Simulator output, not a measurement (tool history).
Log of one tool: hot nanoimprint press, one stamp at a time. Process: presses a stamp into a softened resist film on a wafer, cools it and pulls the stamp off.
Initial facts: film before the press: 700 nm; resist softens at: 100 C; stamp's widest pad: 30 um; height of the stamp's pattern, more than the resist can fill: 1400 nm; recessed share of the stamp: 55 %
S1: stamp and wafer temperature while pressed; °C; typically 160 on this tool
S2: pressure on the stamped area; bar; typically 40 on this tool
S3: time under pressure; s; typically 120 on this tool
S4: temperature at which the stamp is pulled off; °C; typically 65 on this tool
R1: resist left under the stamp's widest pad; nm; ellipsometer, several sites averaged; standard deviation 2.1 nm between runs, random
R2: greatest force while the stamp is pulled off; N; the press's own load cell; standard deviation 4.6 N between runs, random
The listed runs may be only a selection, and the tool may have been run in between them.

run   hour   S1    S2   S3  S4     R1   R2
  1      0  160    40  120  65  299.8  216
  2   15.3  160    40  120  65  300.1  212
  3   26.5  160    40  120  65    299  215
  4     41  160    40  120  65  295.4  210
  5   49.2  160    40  120  65  298.4  221
  6   66.2  160    40  120  65  294.1  218
  7   79.6  160    40  120  65    293  218
  8   91.9  160  44.4  198  65  226.9  218
  9  101.2  160  62.1  119  65  244.2  219
     105.4  -- plate thermocouple calibrated
 10  116.9  160  34.1  220  65    236  223
 11  125.2  160    40   94  65  313.9  231
 12  139.6  165    40  120  65  206.1  218
 13  151.8  150  44.4  233  62    409  241

Below are 4 alternative next runs, each starting from the tool's condition after run 13. Predict each:
  A  163.1  160    40  120  66   ?   ?
  B  163.1  150  44.4  186  62   ?   ?
  C  163.1  159  58.6  233  62   ?   ?
  D  163.1  150  28.3  180  62   ?   ?

run     R1   R2
  A  283.7  217
  B  435.4  243
  C  194.8  244
  D    496  239
Stripped of hidden state, with their random variation kept, the same runs would have yielded:
run     R1   R2
  A  332.9  218
  B  497.1  242
  C  233.1  243
  D  550.8  238
